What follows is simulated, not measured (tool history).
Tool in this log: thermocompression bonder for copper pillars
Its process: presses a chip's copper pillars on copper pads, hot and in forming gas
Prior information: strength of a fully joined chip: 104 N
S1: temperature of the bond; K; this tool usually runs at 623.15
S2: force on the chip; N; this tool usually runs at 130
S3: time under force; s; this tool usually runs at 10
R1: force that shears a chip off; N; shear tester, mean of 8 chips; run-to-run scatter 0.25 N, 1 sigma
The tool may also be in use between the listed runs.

run,day,S1,S2,S3,R1
1,0,623.15,130,10,64.9
2,0.367,623.15,130,10,64.8
3,0.667,623.15,130,10,64.6
4,1.092,623.15,130,10,65.3
5,1.296,623.15,87,10,44.7
6,1.779,623.15,87,10,44.5
7,2.008,623.15,130,10,64.5
8,2.354,605.15,130,10,54.2
9,2.762,605.15,130,10,54.1
10,3.104,623.15,170,10,78.2
11,3.542,623.15,170,10,78.5
12,4.008,623.15,170,10,78.1
# day 4.096: force cell calibrated
13,4.404,623.15,170,10,78.8
14,4.683,623.15,170,10,78.6
15,4.992,623.15,170,10,78.8
16,5.438,619.15,125,6,51
17,5.642,619.15,125,6,51
18,6.104,619.15,83,6,33.3
19,6.496,619.15,107,26,70.7
# day 6.812: force cell calibrated, once more
20,7.012,618.15,79,8,34.8
21,7.254,618.15,79,8,34.4
22,7.508,623.15,100,10,51
23,7.825,623.15,85,10,43.6
24,8.254,595.15,149,20,67.6
25,8.738,595.15,149,20,67.9
26,9.062,595.15,149,20,67.4
27,9.55,595.15,149,20,67.2
28,9.854,595.15,149,20,67.1
29,10.188,611.15,189,12,80
30,10.671,611.15,106,17,56.4

Branching from run 30: 5 alternative next runs. What would each branch give?
A,11.042,611.15,104,7,?
B,11.042,641.15,88,5,?
C,11.042,632.15,163,7,?
D,11.042,614.15,87,8,?
E,11.042,634.15,122,12,?

run,R1
A,40.4
B,42
C,73.9
D,36.7
E,70.5
Stripped of hidden state, with their random variation kept, the same runs would have yielded:
run,R1
A,43.3
B,44.6
C,77.3
D,39.4
E,73.9
